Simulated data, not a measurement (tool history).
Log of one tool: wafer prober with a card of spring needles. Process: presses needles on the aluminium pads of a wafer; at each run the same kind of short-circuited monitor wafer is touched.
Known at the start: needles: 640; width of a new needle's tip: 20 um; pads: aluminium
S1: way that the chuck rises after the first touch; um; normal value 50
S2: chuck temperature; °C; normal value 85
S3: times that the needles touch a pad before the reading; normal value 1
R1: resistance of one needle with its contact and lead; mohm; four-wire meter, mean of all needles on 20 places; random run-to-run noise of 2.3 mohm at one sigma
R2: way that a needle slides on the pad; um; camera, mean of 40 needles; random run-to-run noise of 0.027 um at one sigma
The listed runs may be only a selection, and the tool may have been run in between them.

run     day  S1   S2  S3   R1    R2
  1   0.000  50   85   1  291  7.99
      0.438  -- tips cleaned on abrasive film
      1.154  -- tips cleaned on abrasive film
      1.850  -- tips cleaned on abrasive film
  2   2.004  50   41   1  275  7.95
      2.521  -- tips cleaned on abrasive film
      3.162  -- tips cleaned on abrasive film
  3   3.212  50   41   1  258  7.88
      3.812  -- tips cleaned on abrasive film
  4   4.133  50   41   1  292  7.88
      4.533  -- tips cleaned on abrasive film
      5.246  -- tips cleaned on abrasive film
  5   5.258  50   85   1  266  7.87
      5.954  -- tips cleaned on abrasive film
  6   6.192  50   85   1  293  7.87
      6.588  -- tips cleaned on abrasive film
  7   7.088  50   85   1  310  7.85
      7.346  -- tips cleaned on abrasive film
      8.004  -- tips cleaned on abrasive film
  8   8.038  47   85   1  276  7.36
      8.729  -- tips cleaned on abrasive film
      9.354  -- tips cleaned on abrasive film
  9   9.354  47   85   1  267  7.29
     10.004  -- tips cleaned on abrasive film
 10  10.462  50   85   1  312  7.78
     10.617  -- tips cleaned on abrasive film
     11.354  -- tips cleaned on abrasive film
     12.008  -- tips cleaned on abrasive film
 11  12.350  50   85   1  309  7.73
     12.721  -- tips cleaned on abrasive film
     13.358  -- tips cleaned on abrasive film
 12  13.567  50   57   1  288  7.72
     14.079  -- tips cleaned on abrasive film
     14.829  -- tips cleaned on abrasive film
     15.121  -- height of the first contact set anew
 13  15.262  50   57   1  295  8.00
     15.479  -- tips cleaned on abrasive film
     16.175  -- tips cleaned on abrasive film
 14  16.458  50   52   1  291  8.05
     16.854  -- tips cleaned on abrasive film
     17.538  -- tips cleaned on abrasive film
     18.183  -- tips cleaned on abrasive film
 15  18.438  50   52   1  290  7.99
     18.896  -- tips cleaned on abrasive film
 16  19.450  55   63   1  290  8.76
     19.608  -- tips cleaned on abrasive film
     20.338  -- tips cleaned on abrasive film
 17  20.888  46   63   2  295  7.29
     20.988  -- tips cleaned on abrasive film
     21.642  -- tips cleaned on abrasive film
 18  21.958  46   63   2  287  7.28
     22.267  -- tips cleaned on abrasive film
     23.017  -- tips cleaned on abrasive film
     23.675  -- tips cleaned on abrasive film
 19  24.054  36   36   2  318  5.70
     24.321  -- tips cleaned on abrasive film
     24.950  -- tips cleaned on abrasive film
     25.642  -- tips cleaned on abrasive film
 20  25.917  36   36   2  313  5.62
     26.333  -- tips cleaned on abrasive film
     26.996  -- tips cleaned on abrasive film
 21  27.179  36   36   2  297  5.57
     27.712  -- tips cleaned on abrasive film
     28.421  -- tips cleaned on abrasive film
 22  28.829  33   32   2  338  5.05
     29.108  -- tips cleaned on abrasive film
     29.725  -- tips cleaned on abrasive film
 23  29.779  33   32   2  275  5.04
     30.421  -- tips cleaned on abrasive film
 24  30.938  33   58   1  418  5.04
     31.092  -- tips cleaned on abrasive film
     31.729  -- tips cleaned on abrasive film
     32.442  -- tips cleaned on abrasive film
 25  32.758  53   66   1  296  8.24
     33.050  -- tips cleaned on abrasive film
     33.662  -- tips cleaned on abrasive film
 26  33.667  53   66   1  257  8.18
     34.304  -- tips cleaned on abrasive film
     35.042  -- tips cleaned on abrasive film
     35.725  -- tips cleaned on abrasive film
 27  35.754  53   66   1  266  8.16
     36.446  -- tips cleaned on abrasive film
     36.458  -- height of the first contact set anew
     37.112  -- tips cleaned on abrasive film
 28  37.171  53   66   1  263  8.50
     37.721  -- tips cleaned on abrasive film
 29  38.292  32  106   1  423  5.09

Predict each of these 5 candidate next runs independently; none follows another, all start after run 29:
     38.446  -- tips cleaned on abrasive film
     39.192  -- tips cleaned on abrasive film
     39.892  -- tips cleaned on abrasive film
  A  40.146  50   85   3   ?   ?
     38.446  -- tips cleaned on abrasive film
     39.192  -- tips cleaned on abrasive film
     39.892  -- tips cleaned on abrasive film
  B  40.146  52   85   2   ?   ?
     38.446  -- tips cleaned on abrasive film
     39.192  -- tips cleaned on abrasive film
     39.892  -- tips cleaned on abrasive film
  C  40.146  31   49   2   ?   ?
     38.446  -- tips cleaned on abrasive film
     39.192  -- tips cleaned on abrasive film
     39.892  -- tips cleaned on abrasive film
  D  40.146  50  101   1   ?   ?
     38.446  -- tips cleaned on abrasive film
     39.192  -- tips cleaned on abrasive film
     39.892  -- tips cleaned on abrasive film
  E  40.146  50   38   1   ?   ?

run   R1    R2
  A  274  7.96
  B  283  8.27
  C  338  4.93
  D  306  7.96
  E  295  7.97
The same runs, with their run-to-run variation unchanged, on a tool lacking any hidden condition would have given:
run   R1    R2
  A  256  8.02
  B  257  8.33
  C  266  4.99
  D  262  8.02
  E  246  8.02
